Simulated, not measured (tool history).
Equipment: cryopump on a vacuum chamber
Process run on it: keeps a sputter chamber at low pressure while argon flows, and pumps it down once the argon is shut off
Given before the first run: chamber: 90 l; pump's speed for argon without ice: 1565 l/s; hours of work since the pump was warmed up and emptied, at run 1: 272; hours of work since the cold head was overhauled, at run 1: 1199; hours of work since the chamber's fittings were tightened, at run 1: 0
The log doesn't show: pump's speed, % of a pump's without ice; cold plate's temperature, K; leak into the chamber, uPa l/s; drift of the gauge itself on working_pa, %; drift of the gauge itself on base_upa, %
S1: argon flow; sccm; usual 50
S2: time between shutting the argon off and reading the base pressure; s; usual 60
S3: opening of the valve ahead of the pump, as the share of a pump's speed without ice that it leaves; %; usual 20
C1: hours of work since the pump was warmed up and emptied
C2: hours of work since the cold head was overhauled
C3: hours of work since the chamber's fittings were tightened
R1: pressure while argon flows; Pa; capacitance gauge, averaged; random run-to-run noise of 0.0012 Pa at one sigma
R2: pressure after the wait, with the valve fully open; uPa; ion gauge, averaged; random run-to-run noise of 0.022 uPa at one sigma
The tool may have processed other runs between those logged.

{"run": 1, "day": 0.0, "S1": 50, "S2": 60, "S3": 20, "C1": 272, "C2": 1199, "C3": 0, "R1": 0.2757, "R2": 0.65}
{"run": 2, "day": 4.579, "S1": 50, "S2": 60, "S3": 20, "C1": 345, "C2": 1271, "C3": 72, "R1": 0.2765, "R2": 0.67}
{"run": 3, "day": 6.562, "S1": 42, "S2": 60, "S3": 20, "C1": 376, "C2": 1302, "C3": 104, "R1": 0.2321, "R2": 0.67}
{"run": 4, "day": 9.0, "S1": 42, "S2": 60, "S3": 37, "C1": 414, "C2": 1341, "C3": 142, "R1": 0.1277, "R2": 0.67}
{"run": 5, "day": 10.917, "S1": 42, "S2": 60, "S3": 37, "C1": 445, "C2": 1371, "C3": 173, "R1": 0.1297, "R2": 0.7}
{"run": 6, "day": 15.229, "S1": 42, "S2": 60, "S3": 37, "C1": 513, "C2": 1439, "C3": 241, "R1": 0.129, "R2": 0.68}
{"run": 7, "day": 19.692, "S1": 42, "S2": 60, "S3": 37, "C1": 583, "C2": 1510, "C3": 311, "R1": 0.1291, "R2": 0.77}
{"run": 8, "day": 23.046, "S1": 42, "S2": 60, "S3": 37, "C1": 636, "C2": 1563, "C3": 364, "R1": 0.1313, "R2": 0.8}
{"run": 9, "day": 27.246, "S1": 50, "S2": 287, "S3": 20, "C1": 703, "C2": 1629, "C3": 431, "R1": 0.2811, "R2": 0.48}
{"run": 10, "day": 30.117, "S1": 50, "S2": 287, "S3": 20, "C1": 748, "C2": 1675, "C3": 476, "R1": 0.2805, "R2": 0.48}
{"run": 11, "day": 33.533, "S1": 50, "S2": 287, "S3": 20, "C1": 802, "C2": 1729, "C3": 530, "R1": 0.2817, "R2": 0.46}
{"run": 12, "day": 38.021, "S1": 50, "S2": 287, "S3": 20, "C1": 873, "C2": 1800, "C3": 601, "R1": 0.2857, "R2": 0.56}
{"run": 13, "day": 40.592, "S1": 50, "S2": 287, "S3": 20, "C1": 914, "C2": 1840, "C3": 642, "R1": 0.2856, "R2": 0.56}
{"day": 41.875, "done": "pump warmed up, emptied and cooled again"}
{"run": 14, "day": 44.283, "S1": 50, "S2": 287, "S3": 20, "C1": 38, "C2": 1895, "C3": 697, "R1": 0.2713, "R2": 0.48}
{"run": 15, "day": 48.25, "S1": 50, "S2": 287, "S3": 20, "C1": 101, "C2": 1958, "C3": 760, "R1": 0.2723, "R2": 0.51}
{"run": 16, "day": 51.417, "S1": 50, "S2": 287, "S3": 20, "C1": 151, "C2": 2008, "C3": 810, "R1": 0.2737, "R2": 0.53}
{"run": 17, "day": 54.417, "S1": 50, "S2": 287, "S3": 20, "C1": 198, "C2": 2056, "C3": 857, "R1": 0.2742, "R2": 0.55}
{"run": 18, "day": 57.762, "S1": 50, "S2": 22, "S3": 38, "C1": 251, "C2": 2109, "C3": 910, "R1": 0.1472, "R2": 1.63}
{"run": 19, "day": 60.3, "S1": 30, "S2": 160, "S3": 48, "C1": 291, "C2": 2149, "C3": 950, "R1": 0.071, "R2": 0.63}
{"run": 20, "day": 63.279, "S1": 43, "S2": 59, "S3": 21, "C1": 338, "C2": 2196, "C3": 997, "R1": 0.2278, "R2": 0.93}
{"run": 21, "day": 65.858, "S1": 43, "S2": 87, "S3": 44, "C1": 379, "C2": 2237, "C3": 1038, "R1": 0.1109, "R2": 0.8}
{"run": 22, "day": 70.304, "S1": 21, "S2": 25, "S3": 25, "C1": 449, "C2": 2307, "C3": 1108, "R1": 0.0938, "R2": 1.58}
{"run": 23, "day": 73.75, "S1": 21, "S2": 25, "S3": 25, "C1": 504, "C2": 2361, "C3": 1163, "R1": 0.0937, "R2": 1.65}
{"run": 24, "day": 76.3, "S1": 25, "S2": 153, "S3": 35, "C1": 544, "C2": 2402, "C3": 1203, "R1": 0.0815, "R2": 0.76}
{"run": 25, "day": 80.538, "S1": 98, "S2": 25, "S3": 45, "C1": 611, "C2": 2469, "C3": 1270, "R1": 0.2548, "R2": 1.62}
{"run": 26, "day": 83.996, "S1": 36, "S2": 25, "S3": 50, "C1": 666, "C2": 2523, "C3": 1325, "R1": 0.0862, "R2": 1.66}
{"run": 27, "day": 87.633, "S1": 45, "S2": 85, "S3": 17, "C1": 723, "C2": 2581, "C3": 1382, "R1": 0.2986, "R2": 0.96}
{"run": 28, "day": 91.688, "S1": 45, "S2": 85, "S3": 17, "C1": 787, "C2": 2645, "C3": 1446, "R1": 0.2967, "R2": 0.97}
{"run": 29, "day": 93.629, "S1": 50, "S2": 245, "S3": 40, "C1": 818, "C2": 2676, "C3": 1477, "R1": 0.1489, "R2": 0.78}
{"run": 30, "day": 97.262, "S1": 50, "S2": 245, "S3": 40, "C1": 876, "C2": 2733, "C3": 1534, "R1": 0.1473, "R2": 0.83}
{"day": 100.908, "done": "pump warmed up, emptied and cooled again"}
{"run": 31, "day": 101.988, "S1": 50, "S2": 245, "S3": 40, "C1": 17, "C2": 2804, "C3": 1606, "R1": 0.1376, "R2": 0.69}
{"run": 32, "day": 104.167, "S1": 50, "S2": 245, "S3": 40, "C1": 51, "C2": 2839, "C3": 1640, "R1": 0.1377, "R2": 0.74}
{"run": 33, "day": 108.021, "S1": 72, "S2": 36, "S3": 40, "C1": 112, "C2": 2900, "C3": 1701, "R1": 0.1999, "R2": 1.37}
{"run": 34, "day": 111.292, "S1": 20, "S2": 207, "S3": 39, "C1": 164, "C2": 2952, "C3": 1753, "R1": 0.0575, "R2": 0.81}

Here are 3 independent what-if runs from the current tool condition. What would each one return?
{"run": "A", "day": 113.312, "S1": 20, "S2": 23, "S3": 19, "C1": 196, "C2": 2983, "C3": 1785, "R1": "?", "R2": "?"}
{"run": "B", "day": 113.312, "S1": 40, "S2": 86, "S3": 44, "C1": 196, "C2": 2983, "C3": 1785, "R1": "?", "R2": "?"}
{"run": "C", "day": 113.312, "S1": 40, "S2": 207, "S3": 29, "C1": 196, "C2": 2983, "C3": 1785, "R1": "?", "R2": "?"}

run=A R1=0.1151 R2=1.8
run=B R1=0.1022 R2=1.01
run=C R1=0.153 R2=0.82
Had the tool no hidden state, the same runs would have come out as:
run=A R1=0.1131 R2=1.31
run=B R1=0.0983 R2=0.5
run=C R1=0.1491 R2=0.33
